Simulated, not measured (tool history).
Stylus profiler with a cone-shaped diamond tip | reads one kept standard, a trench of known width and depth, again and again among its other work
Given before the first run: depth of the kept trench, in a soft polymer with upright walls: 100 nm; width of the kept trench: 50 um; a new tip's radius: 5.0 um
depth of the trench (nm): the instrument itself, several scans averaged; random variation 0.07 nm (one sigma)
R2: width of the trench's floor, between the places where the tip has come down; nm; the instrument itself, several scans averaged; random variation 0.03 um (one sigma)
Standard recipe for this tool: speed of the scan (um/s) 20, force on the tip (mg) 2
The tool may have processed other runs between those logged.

run 1 hour=0 | speed_of_the_scan_(um/s)=20 force_on_the_tip_(mg)=2 | depth_of_the_trench_(nm)=100.66 R2=47710
run 2 hour=10.3 | speed_of_the_scan_(um/s)=20 force_on_the_tip_(mg)=5.53 | depth_of_the_trench_(nm)=101.1 R2=47780
run 3 hour=27 | speed_of_the_scan_(um/s)=20 force_on_the_tip_(mg)=5.53 | depth_of_the_trench_(nm)=101.11 R2=47810
run 4 hour=40.4 | speed_of_the_scan_(um/s)=20 force_on_the_tip_(mg)=5.53 | depth_of_the_trench_(nm)=101.2 R2=47660
run 5 hour=49.6 | speed_of_the_scan_(um/s)=20 force_on_the_tip_(mg)=5.53 | depth_of_the_trench_(nm)=101.26 R2=47720
run 6 hour=62.1 | speed_of_the_scan_(um/s)=20 force_on_the_tip_(mg)=4.14 | depth_of_the_trench_(nm)=100.95 R2=47690
run 7 hour=74 | speed_of_the_scan_(um/s)=20 force_on_the_tip_(mg)=4.14 | depth_of_the_trench_(nm)=100.93 R2=47770
run 8 hour=84.3 | speed_of_the_scan_(um/s)=20 force_on_the_tip_(mg)=4.14 | depth_of_the_trench_(nm)=101.11 R2=47760
run 9 hour=99 | speed_of_the_scan_(um/s)=52 force_on_the_tip_(mg)=4.14 | depth_of_the_trench_(nm)=101.18 R2=47640
run 10 hour=111.2 | speed_of_the_scan_(um/s)=52 force_on_the_tip_(mg)=4.14 | depth_of_the_trench_(nm)=100.92 R2=47720
run 11 hour=126.1 | speed_of_the_scan_(um/s)=52 force_on_the_tip_(mg)=4.14 | depth_of_the_trench_(nm)=100.97 R2=47640
run 12 hour=136.9 | speed_of_the_scan_(um/s)=13 force_on_the_tip_(mg)=2 | depth_of_the_trench_(nm)=100.82 R2=47740
run 13 hour=150.3 | speed_of_the_scan_(um/s)=20 force_on_the_tip_(mg)=2 | depth_of_the_trench_(nm)=100.81 R2=47660
run 14 hour=163.9 | speed_of_the_scan_(um/s)=20 force_on_the_tip_(mg)=2 | depth_of_the_trench_(nm)=100.65 R2=47710
run 15 hour=172.6 | speed_of_the_scan_(um/s)=20 force_on_the_tip_(mg)=2 | depth_of_the_trench_(nm)=100.76 R2=47650
run 16 hour=183.1 | speed_of_the_scan_(um/s)=24 force_on_the_tip_(mg)=3.83 | depth_of_the_trench_(nm)=101.11 R2=47730
run 17 hour=198.9 | speed_of_the_scan_(um/s)=11 force_on_the_tip_(mg)=0.94 | depth_of_the_trench_(nm)=100.67 R2=47670
run 18 hour=215.6 | speed_of_the_scan_(um/s)=11 force_on_the_tip_(mg)=0.94 | depth_of_the_trench_(nm)=100.52 R2=47730
run 19 hour=226.7 | speed_of_the_scan_(um/s)=11 force_on_the_tip_(mg)=0.94 | depth_of_the_trench_(nm)=100.54 R2=47670
run 20 hour=234.4 | speed_of_the_scan_(um/s)=11 force_on_the_tip_(mg)=0.94 | depth_of_the_trench_(nm)=100.46 R2=47630
run 21 hour=245.7 | speed_of_the_scan_(um/s)=11 force_on_the_tip_(mg)=0.89 | depth_of_the_trench_(nm)=100.49 R2=47660
run 22 hour=253.8 | speed_of_the_scan_(um/s)=11 force_on_the_tip_(mg)=0.89 | depth_of_the_trench_(nm)=100.61 R2=47690
run 23 hour=270.4 | speed_of_the_scan_(um/s)=11 force_on_the_tip_(mg)=0.89 | depth_of_the_trench_(nm)=100.57 R2=47640
run 24 hour=279.9 | speed_of_the_scan_(um/s)=11 force_on_the_tip_(mg)=0.89 | depth_of_the_trench_(nm)=100.66 R2=47650
run 25 hour=296.1 | speed_of_the_scan_(um/s)=11 force_on_the_tip_(mg)=0.89 | depth_of_the_trench_(nm)=100.48 R2=47670
run 26 hour=311.8 | speed_of_the_scan_(um/s)=31 force_on_the_tip_(mg)=5.83 | depth_of_the_trench_(nm)=101.22 R2=47640
run 27 hour=322.5 | speed_of_the_scan_(um/s)=14 force_on_the_tip_(mg)=0.74 | depth_of_the_trench_(nm)=100.47 R2=47660
run 28 hour=332.7 | speed_of_the_scan_(um/s)=12 force_on_the_tip_(mg)=2.29 | depth_of_the_trench_(nm)=100.94 R2=47690
run 29 hour=344.8 | speed_of_the_scan_(um/s)=70 force_on_the_tip_(mg)=2.75 | depth_of_the_trench_(nm)=100.81 R2=47560

Below are 4 alternative next runs, each starting from the tool's condition after run 29. Predict each:
run A hour=357.4 | speed_of_the_scan_(um/s)=30 force_on_the_tip_(mg)=4.46 | depth_of_the_trench_(nm)=? R2=?
run B hour=357.4 | speed_of_the_scan_(um/s)=20 force_on_the_tip_(mg)=5.3 | depth_of_the_trench_(nm)=? R2=?
run C hour=357.4 | speed_of_the_scan_(um/s)=14 force_on_the_tip_(mg)=2 | depth_of_the_trench_(nm)=? R2=?
run D hour=357.4 | speed_of_the_scan_(um/s)=70 force_on_the_tip_(mg)=5.44 | depth_of_the_trench_(nm)=? R2=?

run=A depth_of_the_trench_(nm)=101.05 R2=47630
run=B depth_of_the_trench_(nm)=101.19 R2=47650
run=C depth_of_the_trench_(nm)=100.69 R2=47700
run=D depth_of_the_trench_(nm)=101.24 R2=47580
The same runs, with their run-to-run variation unchanged, on a tool lacking any hidden condition would have given:
run=A depth_of_the_trench_(nm)=100.73 R2=47970
run=B depth_of_the_trench_(nm)=100.87 R2=47980
run=C depth_of_the_trench_(nm)=100.37 R2=48040
run=D depth_of_the_trench_(nm)=100.92 R2=47920

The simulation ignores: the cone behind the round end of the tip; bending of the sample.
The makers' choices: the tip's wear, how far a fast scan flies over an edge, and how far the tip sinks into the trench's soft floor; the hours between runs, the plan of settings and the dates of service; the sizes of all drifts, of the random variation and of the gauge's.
